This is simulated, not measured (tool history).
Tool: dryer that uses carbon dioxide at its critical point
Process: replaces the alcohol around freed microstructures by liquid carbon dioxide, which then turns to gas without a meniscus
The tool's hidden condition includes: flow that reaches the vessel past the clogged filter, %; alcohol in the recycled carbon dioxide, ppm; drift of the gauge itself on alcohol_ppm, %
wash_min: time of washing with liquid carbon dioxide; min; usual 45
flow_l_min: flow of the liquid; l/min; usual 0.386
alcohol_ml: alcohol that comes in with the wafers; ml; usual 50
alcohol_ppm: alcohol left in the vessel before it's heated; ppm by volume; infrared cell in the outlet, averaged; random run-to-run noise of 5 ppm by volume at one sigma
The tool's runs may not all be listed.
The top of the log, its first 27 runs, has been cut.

run    hour  wash_min  flow_l_min  alcohol_ml  hours of work since the filter was changed  hours of work since the purifier's bed was changed  alcohol_ppm
 28  1255.1        47       0.616          80                                         282                                                 691          154
 29  1303.9        45       0.362          31                                         299                                                 708          229
     1342.9  -- inlet filter changed
 30    1343        45       0.362          31                                           0                                                 721          184
 31    1371        52       0.246          50                                          10                                                 731          333
 32  1395.9        68       0.386          92                                          18                                                 739          164
 33  1454.7        47       0.522          56                                          38                                                 759          170
 34  1485.9        47       0.522          56                                          49                                                 770          167
 35  1529.6        47       0.385          56                                          64                                                 785          205
 36  1569.9        64       0.443          43                                          77                                                 798          166
 37  1601.9        64       0.443          43                                          88                                                 809          178
 38  1651.8        64       0.557         102                                         105                                                 826          185
 39  1688.2        54       0.386          33                                         118                                                 839          190
 40  1719.5        54       0.386          33                                         129                                                 850          194
     1765.1  -- purifier's bed changed
 41  1770.2        42       0.489          53                                         145                                                   2           41
 42  1812.6        45       0.386          28                                         159                                                  16           47
 43  1860.5        30       0.544          50                                         176                                                  33          114
 44  1906.6        66       0.363          26                                         191                                                  48           19
 45  1964.7        66       0.478         117                                         211                                                  68           13
 46  1997.6        36       0.413          34                                         222                                                  79          154

Predict each of these 3 candidate next runs independently; none follows another, all start after run 46:
  A  2023.2        48       0.282          83                                         231                                                  88            ?
  B  2023.2        36       0.413          34                                         231                                                  88            ?
  C  2023.2        55        0.32          50                                         231                                                  88            ?

run  alcohol_ppm
  A          469
  B          166
  C          100
What these runs would have given with no unlogged condition in the tool:
run  alcohol_ppm
  A          235
  B           80
  C           38
